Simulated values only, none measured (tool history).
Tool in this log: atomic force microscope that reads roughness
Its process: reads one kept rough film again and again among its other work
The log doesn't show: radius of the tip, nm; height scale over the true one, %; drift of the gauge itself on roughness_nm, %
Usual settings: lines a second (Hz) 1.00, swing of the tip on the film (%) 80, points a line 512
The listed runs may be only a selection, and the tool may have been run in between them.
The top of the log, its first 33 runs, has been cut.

| run | hour | lines a second (Hz) | swing of the tip on the film (%) | points a line | pictures with this tip | hours of work since the height scale was calibrated | roughness of the kept film (nm (root mean square)) |
|---|---|---|---|---|---|---|---|
|  | 1484.6 | new tip fitted |
| 34 | 1512.5 | 2.36 | 56 | 549 | 32 | 1438 | 4.174 |
| 35 | 1563.0 | 1.00 | 67 | 774 | 89 | 1459 | 4.000 |
| 36 | 1598.3 | 1.00 | 86 | 867 | 130 | 1474 | 3.639 |
|  | 1629.0 | new tip fitted |
| 37 | 1648.7 | 1.00 | 60 | 485 | 23 | 1495 | 4.252 |
| 38 | 1681.8 | 1.00 | 60 | 485 | 61 | 1508 | 4.133 |
| 39 | 1736.8 | 1.00 | 80 | 527 | 124 | 1532 | 3.721 |
|  | 1776.4 | new tip fitted |
| 40 | 1786.3 | 1.20 | 80 | 527 | 11 | 1552 | 3.996 |
| 41 | 1834.9 | 1.20 | 80 | 527 | 66 | 1572 | 3.797 |
|  | 1869.8 | height scale calibrated on a step standard |
| 42 | 1882.9 | 1.20 | 58 | 527 | 120 | 6 | 3.793 |

5 options for the next run, each taken on its own from the tool as it stands now. Forecast them:
|  | 1924.3 | new tip fitted |
| A | 1944.6 | 1.99 | 80 | 512 | 23 | 31 | ? |
|  | 1924.3 | new tip fitted |
| B | 1944.6 | 3.33 | 58 | 895 | 23 | 31 | ? |
|  | 1924.3 | new tip fitted |
| C | 1944.6 | 1.20 | 58 | 557 | 23 | 31 | ? |
|  | 1924.3 | new tip fitted |
| D | 1944.6 | 3.40 | 78 | 512 | 23 | 31 | ? |
|  | 1924.3 | new tip fitted |
| E | 1944.6 | 0.77 | 56 | 430 | 23 | 31 | ? |

| run | roughness of the kept film (nm (root mean square)) |
|---|---|
| A | 3.716 |
| B | 4.027 |
| C | 4.214 |
| D | 3.455 |
| E | 4.223 |
Had the tool no hidden state, the same runs would have come out as:
| run | roughness of the kept film (nm (root mean square)) |
|---|---|
| A | 3.803 |
| B | 4.121 |
| C | 4.313 |
| D | 3.535 |
| E | 4.322 |
